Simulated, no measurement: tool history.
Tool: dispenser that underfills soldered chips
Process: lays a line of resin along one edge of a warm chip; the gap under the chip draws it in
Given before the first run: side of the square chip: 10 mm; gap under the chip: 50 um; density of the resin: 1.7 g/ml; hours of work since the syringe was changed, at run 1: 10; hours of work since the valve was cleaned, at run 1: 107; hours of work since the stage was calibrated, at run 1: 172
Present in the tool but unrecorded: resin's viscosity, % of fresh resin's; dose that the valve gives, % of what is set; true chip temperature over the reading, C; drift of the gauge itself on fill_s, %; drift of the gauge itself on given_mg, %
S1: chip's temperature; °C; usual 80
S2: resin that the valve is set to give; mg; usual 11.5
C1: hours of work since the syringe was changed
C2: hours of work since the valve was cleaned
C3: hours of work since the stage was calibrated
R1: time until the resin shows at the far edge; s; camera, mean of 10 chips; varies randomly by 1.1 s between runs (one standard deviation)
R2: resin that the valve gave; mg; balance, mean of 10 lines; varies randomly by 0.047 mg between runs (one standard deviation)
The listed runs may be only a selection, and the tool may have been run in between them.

run,hour,S1,S2,C1,C2,C3,R1,R2
1,0.0,80,11.5,10,107,172,162.1,10.57
# hour 3.4: new syringe of resin
2,10.7,83,11.5,5,114,179,110.3,10.56
3,16.9,83,11.5,9,118,183,134.7,10.54
# hour 21.4: new syringe of resin
# hour 25.3: dispensing valve cleaned and set on the balance
4,27.6,80,11.5,3,2,189,116.9,11.40
5,33.0,67,11.5,7,5,193,243.5,11.46
# hour 40.2: new syringe of resin
6,40.2,67,11.5,0,10,197,173.7,11.47
7,45.2,67,11.5,3,13,201,204.4,11.37
8,51.5,84,11.5,8,17,205,118.9,11.34
# hour 57.8: new syringe of resin
9,60.3,84,11.5,2,23,210,89.1,11.40
10,67.2,80,11.5,6,27,215,131.0,11.31
# hour 76.1: new syringe of resin
11,77.7,80,11.5,1,34,222,102.5,11.28
12,82.9,80,11.5,5,38,225,119.2,11.20
# hour 94.0: new syringe of resin
13,94.4,80,11.5,0,45,233,96.5,11.18
14,105.9,80,11.5,8,53,240,140.5,11.09
# hour 112.1: new syringe of resin
15,113.1,67,13.9,1,57,245,171.6,13.28
16,123.0,86,14.7,7,64,252,102.4,14.05
# hour 130.2: new syringe of resin
17,131.2,69,9.8,1,69,257,174.5,9.31
18,139.6,82,10.4,6,75,262,125.7,9.79
# hour 148.0: new syringe of resin
19,149.7,86,13.2,1,81,269,78.1,12.41
20,159.9,86,13.2,8,88,276,106.1,12.34
# hour 165.8: new syringe of resin
21,171.7,86,13.4,4,96,283,87.6,12.51
22,182.2,80,13.3,11,103,290,159.0,12.28
# hour 183.9: new syringe of resin
23,190.0,95,10.2,4,108,295,68.3,9.40
24,196.6,95,10.2,8,112,300,83.3,9.41
# hour 202.0: new syringe of resin
25,203.6,72,13.6,1,117,304,138.4,12.49
# hour 213.6: dispensing valve cleaned and set on the balance
26,215.1,72,13.6,8,1,311,190.3,13.46

Each row is a separate what-if for the run after 26, all from the same tool condition, not one after another. Results?
# hour 221.0: new syringe of resin
A,226.9,90,14.5,4,9,319,?,?
# hour 221.0: new syringe of resin
B,226.9,72,13.1,4,9,319,?,?
# hour 221.0: new syringe of resin
C,226.9,92,11.5,4,9,319,?,?
# hour 221.0: new syringe of resin
D,226.9,71,10.8,4,9,319,?,?
# hour 221.0: new syringe of resin
E,226.9,82,14.7,4,9,319,?,?

run,R1,R2
A,70.6,14.50
B,153.5,12.96
C,68.1,11.46
D,171.0,10.72
E,100.9,14.65
Without the tool's unlogged condition, the same runs would have read:
run,R1,R2
A,64.7,14.60
B,142.0,13.05
C,62.3,11.54
D,158.2,10.79
E,92.9,14.75
